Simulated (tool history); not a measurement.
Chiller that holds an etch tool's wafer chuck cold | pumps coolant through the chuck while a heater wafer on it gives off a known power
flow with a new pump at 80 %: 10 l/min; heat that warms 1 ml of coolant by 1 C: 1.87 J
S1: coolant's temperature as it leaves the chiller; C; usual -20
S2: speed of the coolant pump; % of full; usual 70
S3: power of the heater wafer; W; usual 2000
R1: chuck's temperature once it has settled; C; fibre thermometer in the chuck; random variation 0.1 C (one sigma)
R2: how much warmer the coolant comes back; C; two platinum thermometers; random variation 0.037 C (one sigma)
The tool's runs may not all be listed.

{"run": 1, "hour": 0.0, "S1": -20, "S2": 70, "S3": 2000, "R1": 1.2, "R2": 7.37}
{"run": 2, "hour": 30.2, "S1": -20, "S2": 70, "S3": 2000, "R1": 1.3, "R2": 7.35}
{"run": 3, "hour": 62.5, "S1": -20, "S2": 70, "S3": 2000, "R1": 1.3, "R2": 7.33}
{"run": 4, "hour": 85.9, "S1": -20, "S2": 70, "S3": 2000, "R1": 1.3, "R2": 7.31}
{"run": 5, "hour": 120.9, "S1": -20, "S2": 70, "S3": 1496, "R1": -3.9, "R2": 5.47}
{"run": 6, "hour": 144.9, "S1": -20, "S2": 70, "S3": 1496, "R1": -4.2, "R2": 5.55}
{"run": 7, "hour": 183.8, "S1": -20, "S2": 70, "S3": 2000, "R1": 1.3, "R2": 7.34}
{"run": 8, "hour": 220.0, "S1": -30, "S2": 70, "S3": 2000, "R1": -8.7, "R2": 7.38}
{"run": 9, "hour": 263.9, "S1": -12, "S2": 78, "S3": 1279, "R1": 0.3, "R2": 4.24}
{"run": 10, "hour": 283.1, "S1": -27, "S2": 70, "S3": 2000, "R1": -5.6, "R2": 7.33}
{"run": 11, "hour": 305.5, "S1": -21, "S2": 61, "S3": 1069, "R1": -8.4, "R2": 4.5}

Forecast run 12:
{"run": 12, "hour": 334.8, "S1": -13, "S2": 77, "S3": 1518, "R1": "?", "R2": "?"}

{"run 12": {"R1": 2.1, "R2": 5.08}}
Without the tool's hidden state the same run would have given R1 2.1 C, R2 5.08 C.
